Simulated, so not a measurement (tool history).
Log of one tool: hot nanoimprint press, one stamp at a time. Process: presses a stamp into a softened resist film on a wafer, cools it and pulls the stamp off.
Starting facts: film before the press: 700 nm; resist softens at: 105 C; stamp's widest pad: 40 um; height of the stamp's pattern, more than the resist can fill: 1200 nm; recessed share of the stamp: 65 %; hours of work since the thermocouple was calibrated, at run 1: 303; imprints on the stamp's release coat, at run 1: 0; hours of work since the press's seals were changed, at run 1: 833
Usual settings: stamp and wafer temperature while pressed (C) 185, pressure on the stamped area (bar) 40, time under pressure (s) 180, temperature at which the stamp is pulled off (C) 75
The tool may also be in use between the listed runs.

run,hour,stamp and wafer temperature while pressed (C),pressure on the stamped area (bar),time under pressure (s),temperature at which the stamp is pulled off (C),hours of work since the thermocouple was calibrated,imprints on the stamp's release coat,hours of work since the press's seals were changed,resist left under the stamp's widest pad (angstrom),greatest force while the stamp is pulled off (N)
1,0,185,40,180,75,303,0,833,2552,157
2,37.1,185,40,180,75,322,154,853,2546,157
3,57.7,185,63,180,75,333,239,863,1988,158
4,89,185,27.9,180,75,350,369,880,3069,157
# hour 108.7: plate thermocouple calibrated
5,114.1,185,40,180,73,3,460,892,2541,165
6,137.6,185,40,180,73,15,557,904,2541,163
7,167.4,185,40,180,73,31,681,920,2559,163
# hour 185.7: stamp cleaned and given a new release coat
8,205.9,185,40,180,73,48,84,937,2537,161
# hour 215.9: press's hydraulic seals changed and the load cell set to zero
9,242.4,185,40,180,73,63,202,14,2541,163
10,273.2,185,40,180,73,79,329,30,2551,162
11,312.2,185,40,180,73,100,491,51,2537,164
12,330.7,185,24.5,180,75,110,568,60,3255,156
# hour 374.6: stamp cleaned and given a new release coat
13,375.9,185,24.5,180,75,130,5,81,3265,156
14,414,185,40,180,75,150,163,101,2537,157
15,448.7,185,40,180,75,169,307,119,2546,157
16,477.5,185,40,180,83,184,426,135,2547,124
17,500.8,181,29.9,256,68,196,522,147,2876,183
18,527.2,181,29.9,256,70,210,632,161,2881,176
19,547.2,181,29.9,256,70,220,715,171,2874,174
# hour 555.5: stamp cleaned and given a new release coat
20,573.3,181,29.9,256,70,231,74,182,2878,175
21,596.9,190,40,180,75,243,172,194,2252,155
22,635.9,185,40,180,82,264,333,215,2550,127
23,670.4,173,60.7,95,79,282,476,233,3569,141
24,689.9,173,60.7,95,79,292,557,243,3557,140
25,716.4,173,60.7,95,79,306,667,257,3559,140
# hour 736.4: stamp cleaned and given a new release coat
26,754.6,185,40,180,61,323,75,274,2549,210
27,773.9,176,40,180,61,334,155,284,3233,212
28,800.4,176,40,180,61,348,265,298,3215,212
# hour 824.2: plate thermocouple calibrated
29,828.7,194,59.3,180,71,2,370,312,1641,170
30,848.7,194,59.3,180,71,13,453,322,1637,172

4 options for the next run, each taken on its own from the tool as it stands now. Forecast them:
A,888.2,194,26,271,63,34,616,343,?,?
B,888.2,183,58.8,129,75,34,616,343,?,?
C,888.2,194,42,180,73,34,616,343,?,?
D,888.2,181,40,117,63,34,616,343,?,?

run,resist left under the stamp's widest pad (angstrom),greatest force while the stamp is pulled off (N)
A,2212,205
B,2481,156
C,1993,165
D,3295,206
Take away the tool's hidden state, keep each run's random variation, and the runs would have read:
run,resist left under the stamp's widest pad (angstrom),greatest force while the stamp is pulled off (N)
A,2211,205
B,2479,156
C,1992,165
D,3293,205
